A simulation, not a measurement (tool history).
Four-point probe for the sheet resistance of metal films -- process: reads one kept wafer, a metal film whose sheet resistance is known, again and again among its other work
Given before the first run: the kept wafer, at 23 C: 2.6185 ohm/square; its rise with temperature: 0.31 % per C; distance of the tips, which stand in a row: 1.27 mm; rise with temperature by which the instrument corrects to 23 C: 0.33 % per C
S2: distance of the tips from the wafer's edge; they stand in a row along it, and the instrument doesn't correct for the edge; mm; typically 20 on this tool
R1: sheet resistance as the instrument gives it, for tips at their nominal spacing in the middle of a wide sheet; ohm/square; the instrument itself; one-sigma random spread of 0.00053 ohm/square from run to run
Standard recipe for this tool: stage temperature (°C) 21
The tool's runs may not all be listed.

{"run": 1, "hour": 0.0, "stage temperature (°C)": 21, "S2": 20, "R1": 2.624759}
{"run": 2, "hour": 16.1, "stage temperature (°C)": 21, "S2": 20, "R1": 2.624128}
{"run": 3, "hour": 29.9, "stage temperature (°C)": 26, "S2": 20, "R1": 2.620894}
{"run": 4, "hour": 42.8, "stage temperature (°C)": 21, "S2": 20, "R1": 2.623026}
{"run": 5, "hour": 60.8, "stage temperature (°C)": 21, "S2": 20, "R1": 2.623958}
{"run": 6, "hour": 76.3, "stage temperature (°C)": 21, "S2": 20, "R1": 2.624138}
{"run": 7, "hour": 97.8, "stage temperature (°C)": 21, "S2": 20, "R1": 2.624952}
{"run": 8, "hour": 109.2, "stage temperature (°C)": 35, "S2": 20, "R1": 2.616055}
{"run": 9, "hour": 124.4, "stage temperature (°C)": 35, "S2": 20, "R1": 2.615071}
{"run": 10, "hour": 140.0, "stage temperature (°C)": 35, "S2": 20, "R1": 2.615017}
{"run": 11, "hour": 158.6, "stage temperature (°C)": 21, "S2": 20, "R1": 2.623573}
{"run": 12, "hour": 172.4, "stage temperature (°C)": 21, "S2": 20, "R1": 2.62442}
{"run": 13, "hour": 191.6, "stage temperature (°C)": 24, "S2": 20, "R1": 2.622515}
{"run": 14, "hour": 201.2, "stage temperature (°C)": 24, "S2": 20, "R1": 2.622626}
{"run": 15, "hour": 211.8, "stage temperature (°C)": 24, "S2": 20, "R1": 2.620986}
{"run": 16, "hour": 225.7, "stage temperature (°C)": 24, "S2": 20, "R1": 2.622079}
{"run": 17, "hour": 242.6, "stage temperature (°C)": 21, "S2": 14, "R1": 2.629068}
{"run": 18, "hour": 254.9, "stage temperature (°C)": 21, "S2": 14, "R1": 2.629837}
{"run": 19, "hour": 271.1, "stage temperature (°C)": 21, "S2": 25, "R1": 2.621103}
{"run": 20, "hour": 290.3, "stage temperature (°C)": 32, "S2": 31, "R1": 2.613017}
{"run": 21, "hour": 311.4, "stage temperature (°C)": 28, "S2": 24, "R1": 2.617463}
{"run": 22, "hour": 330.4, "stage temperature (°C)": 28, "S2": 24, "R1": 2.617465}
{"run": 23, "hour": 350.0, "stage temperature (°C)": 28, "S2": 24, "R1": 2.617885}
{"run": 24, "hour": 363.8, "stage temperature (°C)": 20, "S2": 5, "R1": 2.706022}
{"run": 25, "hour": 381.4, "stage temperature (°C)": 26, "S2": 5, "R1": 2.702753}
{"run": 26, "hour": 401.3, "stage temperature (°C)": 21, "S2": 3, "R1": 2.845238}
{"run": 27, "hour": 421.2, "stage temperature (°C)": 21, "S2": 6, "R1": 2.678939}
{"run": 28, "hour": 442.9, "stage temperature (°C)": 24, "S2": 12, "R1": 2.631156}
{"run": 29, "hour": 463.1, "stage temperature (°C)": 24, "S2": 12, "R1": 2.630848}
{"run": 30, "hour": 476.2, "stage temperature (°C)": 26, "S2": 38, "R1": 2.616431}
{"run": 31, "hour": 496.4, "stage temperature (°C)": 23, "S2": 20, "R1": 2.621419}
{"run": 32, "hour": 505.3, "stage temperature (°C)": 33, "S2": 22, "R1": 2.613545}
{"run": 33, "hour": 519.1, "stage temperature (°C)": 24, "S2": 9, "R1": 2.642731}
{"run": 34, "hour": 530.4, "stage temperature (°C)": 24, "S2": 18, "R1": 2.6224}
{"run": 35, "hour": 543.1, "stage temperature (°C)": 31, "S2": 6, "R1": 2.672815}

Selected run-to-run steps in R1, each split into two signed amounts: the part the tool would show with no hidden state at all (from settings, incoming material and random variation), and the remainder, which goes to the hidden state together with any gauge scatter not common to the measured and the hidden-state-free results:
The hidden state here: inner tips' distance over the nominal, %; tips' flats over new ones', %; wafer's true temperature over the reading, C; drift of the gauge itself on sheet_ohm, %.
Run 10 -> 11: stage temperature (°C) 35 -> 21. R1 +0.008556 ohm/square: hidden state -0.000189, all else +0.008745.
Run 23 -> 24: stage temperature (°C) 28 -> 20, S2 24 -> 5. R1 +0.088137 ohm/square: hidden state -0.000197, all else +0.088334.
Run 25 -> 26: stage temperature (°C) 26 -> 21, S2 5 -> 3. R1 +0.142485 ohm/square: hidden state -0.000250, all else +0.142735.
Run 26 -> 27: S2 3 -> 6. R1 -0.166299 ohm/square: hidden state +0.000095, all else -0.166394.
